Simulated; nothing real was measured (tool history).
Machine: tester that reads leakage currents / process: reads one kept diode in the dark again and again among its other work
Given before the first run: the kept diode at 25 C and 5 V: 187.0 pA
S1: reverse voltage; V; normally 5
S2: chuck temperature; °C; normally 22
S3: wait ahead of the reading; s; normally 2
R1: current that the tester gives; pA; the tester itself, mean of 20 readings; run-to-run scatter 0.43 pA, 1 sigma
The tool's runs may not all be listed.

run    hour     S1  S2    S3       R1
  1       0      5  22     2   146.77
  2    70.5      5  22  2.64   146.89
  3   133.1   2.91  22     2   112.36
  4   168.5  15.79  22     2    268.8
  5   223.4  15.79  22     2   270.77
  6   276.9  15.79  36     2   875.07
  7   340.7  15.79  36     2   877.18
  8   417.3      5  22     2   151.97
  9   478.6      5  22     2   152.29
 10   536.1      5  33     2   391.55
 11   585.9      5  33   1.7   391.08
 12   631.6      5  34     2   425.71
 13   672.5      5  34     2   427.67
 14   728.2      5  34     2      430
 15   800.6      5  34     2   430.82
 16   853.6      5  34     2   434.66
 17   909.9      5  34     2   435.93
 18   954.7      5  34     2   436.68
 19  1012.2      5  34     2   440.46
 20  1093.7      5  34  1.24   444.46
 21    1174   10.5  22  1.93      239
 22  1243.4  14.82  22  6.57   285.83
 23    1301   1.52  56  6.57  1331.42
 24  1362.1   1.52  56  6.57  1339.42
       1385  -- chuck's temperature calibrated
 25  1432.7   1.52  56  6.57  1206.29
 26  1471.1   4.49  25  8.71   178.92
 27  1555.6   4.49  25  8.71   180.42
 28  1638.8      5  22  0.68   149.69
 29  1694.9      5  52  1.91  1675.29
 30  1746.5  15.88  53  5.48  3216.13
 31    1787  15.88  53  5.48  3234.24
 32  1830.7  15.88  53  5.48  3244.14
 33  1909.2  14.53  31  7.38   568.45
 34  1979.7      5  22  4.51    154.1
 35  2042.2   8.34  26  0.91   282.59
 36    2112   1.55  51  4.57   885.08
 37  2180.8      5  22  2.46   155.75
 38  2248.3    4.7  22  9.92   151.39

Here are 4 independent what-if runs from the current tool condition. What would each one return?
  A  2300    1.5  20  0.54   ?
  B  2300   1.65  41  4.32   ?
  C  2300  14.44  38  0.69   ?
  D  2300      5  22  0.35   ?

run       R1
  A    72.02
  B   432.33
  C  1016.37
  D   160.13
Take away the tool's hidden state, keep each run's random variation, and the runs would have read:
run      R1
  A   66.27
  B  409.31
  C  949.88
  D  145.77

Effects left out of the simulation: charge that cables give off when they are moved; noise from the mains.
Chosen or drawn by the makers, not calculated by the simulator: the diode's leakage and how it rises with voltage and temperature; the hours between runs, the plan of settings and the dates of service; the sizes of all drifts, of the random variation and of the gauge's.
